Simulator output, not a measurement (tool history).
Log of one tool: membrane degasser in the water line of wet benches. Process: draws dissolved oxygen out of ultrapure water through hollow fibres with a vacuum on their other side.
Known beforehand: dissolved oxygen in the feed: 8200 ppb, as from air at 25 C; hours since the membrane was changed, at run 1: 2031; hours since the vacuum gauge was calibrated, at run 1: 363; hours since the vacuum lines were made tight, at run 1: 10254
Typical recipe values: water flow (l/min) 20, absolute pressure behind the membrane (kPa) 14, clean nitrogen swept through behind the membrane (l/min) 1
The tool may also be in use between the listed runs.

run	day	water flow (l/min)	absolute pressure behind the membrane (kPa)	clean nitrogen swept through behind the membrane (l/min)	hours since the membrane was changed	hours since the vacuum gauge was calibrated	hours since the vacuum lines were made tight	dissolved oxygen in the water behind the degasser (ppb)	pressure that the water loses in the fibres (kPa)
1	0	20	14	1	2031	363	10254	494.4	38.05
2	2.067	20	14	1	2081	412	10304	488.8	38.39
3	3.9	16	14	1	2125	456	10348	393.6	30.37
4	5.054	20	14	1	2153	484	10376	487.8	38.08
5	6.821	20	14	1	2195	526	10418	486.5	37.82
6	8.433	20	14	1	2234	565	10457	483.2	38.2
7	10.154	20	14	1	2275	606	10498	496.9	38.25
8	11.871	20	14	1	2316	648	10539	497.1	38.27
9	13.575	20	14	1.25	2357	689	10580	410.5	38.56
10	15.383	20	14	1.25	2400	732	10624	409.3	38.24
11	16.821	20	14	1.25	2435	767	10658	418.2	38.32
12	19.012	15	14	1	2488	819	10711	369.8	28.74
13	20.346	15	14	1	2520	851	10743	369.1	28.83
14	23.046	15	14	1	2584	916	10807	368.5	28.61
15	24.633	15	14	1	2623	954	10846	369.3	28.81
16	26.683	15	14	1	2672	1003	10895	364.5	28.53
17	28.767	15	15.2	0.59	2722	1053	10945	626.9	28.66
18	31.525	20	27.2	1.52	2788	1119	11011	713.5	38.47
19	33.342	17	14	0.99	2831	1163	11055	427.7	32.29
20	34.6	25	12.1	1.18	2862	1193	11085	470.8	48.36
21	36.367	25	12.1	1.18	2904	1236	11127	464.5	47.8
22	37.983	25	12.1	1.18	2943	1274	11166	473.6	47.91
23	39.65	13	18.6	0.59	2983	1314	11206	701.4	24.91
24	42.138	13	23.7	0.51	3043	1374	11266	1014.2	24.93
25	44.462	20	14	0.65	3098	1430	11321	676.8	38.98
26	47.05	20	14	0.65	3160	1492	11384	684.9	38.75
27	49.638	12	32.7	1	3223	1554	11446	757.3	23.39
28	51.171	15	25.1	2.05	3259	1591	11482	383.6	29.2
29	53.175	26	25.1	1.86	3308	1639	11531	729.8	50.6
30	54.908	23	15.8	1.86	3349	1681	11572	404.4	44.36
31	57.233	17	9.4	1.86	3405	1736	11628	152	32.69

Alternative continuations, all from the tool just after run 31; predict every row:
A	58.558	25	31	1.86	3437	1768	11660	?	?
B	58.558	28	13.3	1.02	3437	1768	11660	?	?
C	58.558	22	14	1.61	3437	1768	11660	?	?
D	58.558	27	27.5	1.5	3437	1768	11660	?	?

run	dissolved oxygen in the water behind the degasser (ppb)	pressure that the water loses in the fibres (kPa)
A	853.2	48.69
B	654.1	54.46
C	377.1	42.81
D	960.8	52.34
Had the tool no hidden state, the same runs would have come out as:
run	dissolved oxygen in the water behind the degasser (ppb)	pressure that the water loses in the fibres (kPa)
A	852.9	47.71
B	653.9	53.37
C	376.9	41.96
D	960.5	51.29

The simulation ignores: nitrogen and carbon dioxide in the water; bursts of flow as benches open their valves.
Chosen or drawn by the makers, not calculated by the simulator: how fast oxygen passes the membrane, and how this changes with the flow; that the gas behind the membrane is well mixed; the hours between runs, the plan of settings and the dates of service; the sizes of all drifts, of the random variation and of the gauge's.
